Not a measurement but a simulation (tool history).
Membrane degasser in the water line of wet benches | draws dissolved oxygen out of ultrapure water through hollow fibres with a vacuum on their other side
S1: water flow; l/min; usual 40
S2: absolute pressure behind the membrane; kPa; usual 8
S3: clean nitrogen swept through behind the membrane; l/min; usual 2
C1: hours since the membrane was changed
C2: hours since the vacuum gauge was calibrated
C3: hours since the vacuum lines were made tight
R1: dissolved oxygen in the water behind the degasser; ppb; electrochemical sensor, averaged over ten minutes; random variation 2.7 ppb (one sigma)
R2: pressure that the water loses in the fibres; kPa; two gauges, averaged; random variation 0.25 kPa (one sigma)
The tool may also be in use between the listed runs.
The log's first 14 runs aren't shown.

run,day,S1,S2,S3,C1,C2,C3,R1,R2
15,19.942,40,8,1.22,1849,903,1023,370.9,67.2
16,20.817,32,8,2,1870,924,1043,206.9,53.61
17,22.558,32,8,2,1912,966,1085,207.8,53.71
18,23.421,33,8,2.76,1932,987,1106,167,55.76
19,24.496,32,8,1.59,1958,1012,1132,239.3,53.87
20,25.854,34,19.01,2,1991,1045,1164,603.5,57.9
21,27.646,32,5.78,2,2034,1088,1207,127.5,54.14
22,28.921,36,16.96,2,2064,1119,1238,570.5,60.86
23,30.738,36,16.96,2,2108,1162,1282,562.1,60.79
24,32.146,64,15.11,1.08,2142,1196,1315,1296.5,107.96
# day 32.454: gauge calibrated
25,33.596,57,8.22,2.04,2177,1231,1350,407.5,94.46
26,35.258,35,8.01,2.04,2216,1271,1390,224,58.5
27,36.375,40,13.34,2,2243,1297,1417,485.2,66.46
28,37.625,40,13.34,2,2273,1328,1447,482.8,66.26
29,39.017,29,6.98,2,2307,1361,1480,148.4,48.13
30,40.433,43,11.41,2,2341,1395,1514,436.6,71.77
31,41.917,43,11.41,2,2376,1431,1550,441.1,71.85
32,42.938,27,6.43,1.93,2401,1455,1574,124.8,44.72
33,44.088,46,13.94,2.17,2428,1483,1602,543.9,76.89

Forecast each of these 3 alternatives for the next run:
A,46.021,60,8,3.05,2475,1529,1648,?,?
B,46.021,40,14.42,2,2475,1529,1648,?,?
C,46.021,43,13.94,2.17,2475,1529,1648,?,?

run,R1,R2
A,337.3,100.45
B,532,67.07
C,510,72.53
Without the tool's hidden state the same runs would have given:
run,R1,R2
A,337,99.41
B,531.9,66.38
C,509.8,71.78
